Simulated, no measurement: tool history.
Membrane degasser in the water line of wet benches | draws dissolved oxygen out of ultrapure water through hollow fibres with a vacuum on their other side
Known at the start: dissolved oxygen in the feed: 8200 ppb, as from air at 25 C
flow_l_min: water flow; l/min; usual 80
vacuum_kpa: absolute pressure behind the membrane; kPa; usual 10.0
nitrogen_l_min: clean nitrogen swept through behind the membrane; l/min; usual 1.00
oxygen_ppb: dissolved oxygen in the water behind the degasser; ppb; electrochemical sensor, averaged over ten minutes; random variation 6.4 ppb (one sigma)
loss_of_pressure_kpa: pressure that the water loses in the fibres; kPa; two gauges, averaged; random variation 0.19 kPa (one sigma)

run	day	flow_l_min	vacuum_kpa	nitrogen_l_min	oxygen_ppb	loss_of_pressure_kpa
1	0.000	80	10.0	1.00	962.5	43.65
2	3.725	80	10.0	1.00	977.4	43.63
3	6.100	80	10.0	1.00	976.3	43.54
4	9.292	80	10.0	1.00	974.1	43.69
5	14.204	80	10.0	1.00	985.3	43.75
6	16.742	92	10.0	1.00	1112.9	50.69
7	21.517	92	18.3	1.00	2001.8	50.66
8	24.950	92	18.3	1.00	2002.2	50.46
# day 25.362: vacuum gauge calibrated
9	30.042	92	18.3	1.00	2036.4	50.82
# day 31.025: seals of the vacuum lines changed
10	34.450	92	18.3	1.00	2037.0	50.76
11	36.983	92	18.3	1.00	2040.6	50.83
12	39.742	92	18.3	1.00	2036.4	50.94
13	45.342	80	10.0	1.00	1008.6	44.29
14	50.550	80	10.0	1.00	1034.4	44.43
15	55.554	60	8.9	1.00	701.6	33.69
# day 59.504: vacuum gauge calibrated, once more
16	60.117	64	9.2	0.52	983.7	35.83
17	63.292	64	7.8	0.52	797.3	35.86
18	68.129	64	12.0	2.13	561.2	35.98
19	73.379	64	12.0	2.13	557.0	35.49
20	76.400	81	10.0	1.00	916.1	45.53
21	79.367	81	15.9	1.92	1027.7	45.39
22	82.421	64	16.5	0.65	1742.6	35.99
23	85.625	113	6.2	1.05	710.3	63.34
24	90.608	68	23.2	0.80	2264.6	38.24
25	95.717	68	23.2	0.80	2267.5	38.60
26	100.300	57	23.2	1.31	1477.0	32.49
27	106.208	88	23.2	0.45	3399.2	50.06
28	111.750	88	23.2	0.45	3412.1	50.18

5 ways to go on from here, each from the tool as it stands after run 28. What would each give?
A	116.933	61	11.0	0.97	?	?
B	116.933	76	13.2	1.13	?	?
C	116.933	75	12.3	0.52	?	?
D	116.933	88	10.0	2.73	?	?
E	116.933	120	24.5	0.41	?	?

run	oxygen_ppb	loss_of_pressure_kpa
A	863.1	34.63
B	1132.8	43.27
C	1610.9	42.54
D	554.3	49.92
E	4202.3	68.60
Without the tool's hidden state the same runs would have given:
run	oxygen_ppb	loss_of_pressure_kpa
A	836.7	31.07
B	1095.0	38.83
C	1573.3	38.16
D	501.9	44.80
E	4168.3	61.55
